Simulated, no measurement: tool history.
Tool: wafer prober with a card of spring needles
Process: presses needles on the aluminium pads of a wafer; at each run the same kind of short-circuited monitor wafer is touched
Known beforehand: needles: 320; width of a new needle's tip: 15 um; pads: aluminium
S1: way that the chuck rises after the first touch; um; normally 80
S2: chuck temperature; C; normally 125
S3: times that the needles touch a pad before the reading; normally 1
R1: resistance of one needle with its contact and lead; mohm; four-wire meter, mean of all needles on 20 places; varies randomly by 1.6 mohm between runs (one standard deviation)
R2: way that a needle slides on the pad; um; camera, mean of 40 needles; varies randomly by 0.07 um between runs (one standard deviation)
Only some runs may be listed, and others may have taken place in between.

run 1 hour=0.0 | S1=80 S2=125 S3=1 | R1=157 R2=14.25
-- hour=2.1 tips cleaned on abrasive film
-- hour=13.4 tips cleaned on abrasive film
-- hour=24.8 tips cleaned on abrasive film
run 2 hour=27.5 | S1=80 S2=125 S3=1 | R1=154 R2=14.46
-- hour=34.3 tips cleaned on abrasive film
-- hour=43.4 tips cleaned on abrasive film
run 3 hour=51.3 | S1=80 S2=125 S3=1 | R1=158 R2=14.43
-- hour=53.7 tips cleaned on abrasive film
-- hour=62.8 tips cleaned on abrasive film
-- hour=74.1 tips cleaned on abrasive film
-- hour=83.9 tips cleaned on abrasive film
run 4 hour=83.9 | S1=80 S2=125 S3=1 | R1=158 R2=14.21
-- hour=95.1 tips cleaned on abrasive film
-- hour=104.2 tips cleaned on abrasive film
-- hour=115.3 tips cleaned on abrasive film
run 5 hour=115.9 | S1=80 S2=125 S3=1 | R1=156 R2=14.24
-- hour=124.9 tips cleaned on abrasive film
-- hour=134.0 tips cleaned on abrasive film
run 6 hour=137.7 | S1=80 S2=125 S3=1 | R1=158 R2=14.30
-- hour=144.5 tips cleaned on abrasive film
-- hour=153.6 tips cleaned on abrasive film
-- hour=164.7 tips cleaned on abrasive film
-- hour=167.2 height of the first contact set anew
-- hour=176.3 tips cleaned on abrasive film
run 7 hour=177.8 | S1=80 S2=125 S3=1 | R1=158 R2=14.20
-- hour=186.9 tips cleaned on abrasive film
-- hour=198.1 tips cleaned on abrasive film
-- hour=209.0 tips cleaned on abrasive film
run 8 hour=212.8 | S1=80 S2=125 S3=1 | R1=154 R2=14.30
-- hour=219.7 tips cleaned on abrasive film
-- hour=228.8 tips cleaned on abrasive film
-- hour=240.1 tips cleaned on abrasive film
-- hour=251.5 tips cleaned on abrasive film
run 9 hour=255.8 | S1=80 S2=125 S3=1 | R1=156 R2=14.34
-- hour=262.7 tips cleaned on abrasive film
-- hour=273.8 tips cleaned on abrasive film
run 10 hour=281.5 | S1=80 S2=125 S3=1 | R1=157 R2=14.41
-- hour=283.6 tips cleaned on abrasive film
-- hour=294.8 tips cleaned on abrasive film
-- hour=306.1 tips cleaned on abrasive film
-- hour=317.4 tips cleaned on abrasive film
-- hour=326.5 tips cleaned on abrasive film
run 11 hour=330.9 | S1=80 S2=125 S3=1 | R1=159 R2=14.25
-- hour=337.8 tips cleaned on abrasive film
-- hour=349.1 tips cleaned on abrasive film
run 12 hour=356.6 | S1=80 S2=125 S3=1 | R1=158 R2=14.29
-- hour=358.9 tips cleaned on abrasive film
-- hour=369.9 tips cleaned on abrasive film
-- hour=379.0 tips cleaned on abrasive film
-- hour=388.0 tips cleaned on abrasive film
run 13 hour=396.9 | S1=80 S2=35 S3=1 | R1=143 R2=14.35
-- hour=399.2 tips cleaned on abrasive film
-- hour=410.4 tips cleaned on abrasive film
-- hour=421.7 tips cleaned on abrasive film
-- hour=430.8 tips cleaned on abrasive film
-- hour=439.9 tips cleaned on abrasive film
run 14 hour=443.4 | S1=80 S2=35 S3=1 | R1=142 R2=14.35
-- hour=449.9 tips cleaned on abrasive film
-- hour=459.0 tips cleaned on abrasive film
-- hour=470.4 tips cleaned on abrasive film
run 15 hour=473.6 | S1=80 S2=38 S3=3 | R1=144 R2=14.28
-- hour=480.5 tips cleaned on abrasive film
-- hour=491.7 tips cleaned on abrasive film
-- hour=503.0 tips cleaned on abrasive film
run 16 hour=508.7 | S1=80 S2=125 S3=3 | R1=155 R2=14.34
-- hour=513.3 tips cleaned on abrasive film
-- hour=522.4 tips cleaned on abrasive film
-- hour=533.8 tips cleaned on abrasive film
-- hour=544.7 tips cleaned on abrasive film
run 17 hour=546.2 | S1=62 S2=125 S3=2 | R1=160 R2=11.09
-- hour=555.3 tips cleaned on abrasive film
-- hour=564.4 tips cleaned on abrasive film
-- hour=575.8 tips cleaned on abrasive film
run 18 hour=578.2 | S1=62 S2=125 S3=2 | R1=156 R2=11.07
-- hour=585.1 tips cleaned on abrasive film
-- hour=596.4 tips cleaned on abrasive film
-- hour=607.8 tips cleaned on abrasive film
-- hour=617.8 tips cleaned on abrasive film
run 19 hour=617.8 | S1=62 S2=125 S3=2 | R1=157 R2=10.99
-- hour=626.9 tips cleaned on abrasive film
-- hour=636.0 tips cleaned on abrasive film
-- hour=647.0 tips cleaned on abrasive film
-- hour=658.2 tips cleaned on abrasive film
run 20 hour=658.2 | S1=93 S2=78 S3=1 | R1=146 R2=16.60
-- hour=667.4 tips cleaned on abrasive film
-- hour=678.0 tips cleaned on abrasive film
-- hour=687.1 tips cleaned on abrasive film
-- hour=689.7 height of the first contact set anew
run 21 hour=692.8 | S1=97 S2=44 S3=2 | R1=146 R2=17.30
-- hour=697.3 tips cleaned on abrasive film
-- hour=708.7 tips cleaned on abrasive film
run 22 hour=715.8 | S1=97 S2=85 S3=2 | R1=147 R2=17.44
-- hour=718.2 tips cleaned on abrasive film
-- hour=727.3 tips cleaned on abrasive film
-- hour=738.6 tips cleaned on abrasive film
-- hour=749.9 tips cleaned on abrasive film
-- hour=761.2 tips cleaned on abrasive film
run 23 hour=763.9 | S1=90 S2=101 S3=1 | R1=152 R2=16.19
-- hour=770.6 tips cleaned on abrasive film
-- hour=781.7 tips cleaned on abrasive film
-- hour=790.8 tips cleaned on abrasive film
-- hour=802.0 tips cleaned on abrasive film
run 24 hour=803.3 | S1=76 S2=81 S3=2 | R1=152 R2=13.61
-- hour=812.3 tips cleaned on abrasive film
-- hour=821.4 tips cleaned on abrasive film
-- hour=832.7 tips cleaned on abrasive film
run 25 hour=837.2 | S1=74 S2=72 S3=1 | R1=151 R2=13.13
-- hour=844.1 tips cleaned on abrasive film
-- hour=855.0 tips cleaned on abrasive film
-- hour=866.3 tips cleaned on abrasive film
run 26 hour=874.7 | S1=94 S2=41 S3=1 | R1=140 R2=16.84

Predict each of these 3 candidate next runs independently; none follows another, all start after run 26:
-- hour=877.1 tips cleaned on abrasive film
-- hour=888.2 tips cleaned on abrasive film
-- hour=899.5 tips cleaned on abrasive film
-- hour=910.8 tips cleaned on abrasive film
-- hour=921.4 tips cleaned on abrasive film
run A hour=921.4 | S1=73 S2=47 S3=1 | R1=? R2=?
-- hour=877.1 tips cleaned on abrasive film
-- hour=888.2 tips cleaned on abrasive film
-- hour=899.5 tips cleaned on abrasive film
-- hour=910.8 tips cleaned on abrasive film
-- hour=921.4 tips cleaned on abrasive film
run B hour=921.4 | S1=86 S2=30 S3=2 | R1=? R2=?
-- hour=877.1 tips cleaned on abrasive film
-- hour=888.2 tips cleaned on abrasive film
-- hour=899.5 tips cleaned on abrasive film
-- hour=910.8 tips cleaned on abrasive film
-- hour=921.4 tips cleaned on abrasive film
run C hour=921.4 | S1=72 S2=106 S3=1 | R1=? R2=?

run=A R1=146 R2=13.13
run=B R1=141 R2=15.23
run=C R1=157 R2=12.84
With no hidden state in the tool, these same runs would have given:
run=A R1=146 R2=13.14
run=B R1=141 R2=15.23
run=C R1=157 R2=12.85

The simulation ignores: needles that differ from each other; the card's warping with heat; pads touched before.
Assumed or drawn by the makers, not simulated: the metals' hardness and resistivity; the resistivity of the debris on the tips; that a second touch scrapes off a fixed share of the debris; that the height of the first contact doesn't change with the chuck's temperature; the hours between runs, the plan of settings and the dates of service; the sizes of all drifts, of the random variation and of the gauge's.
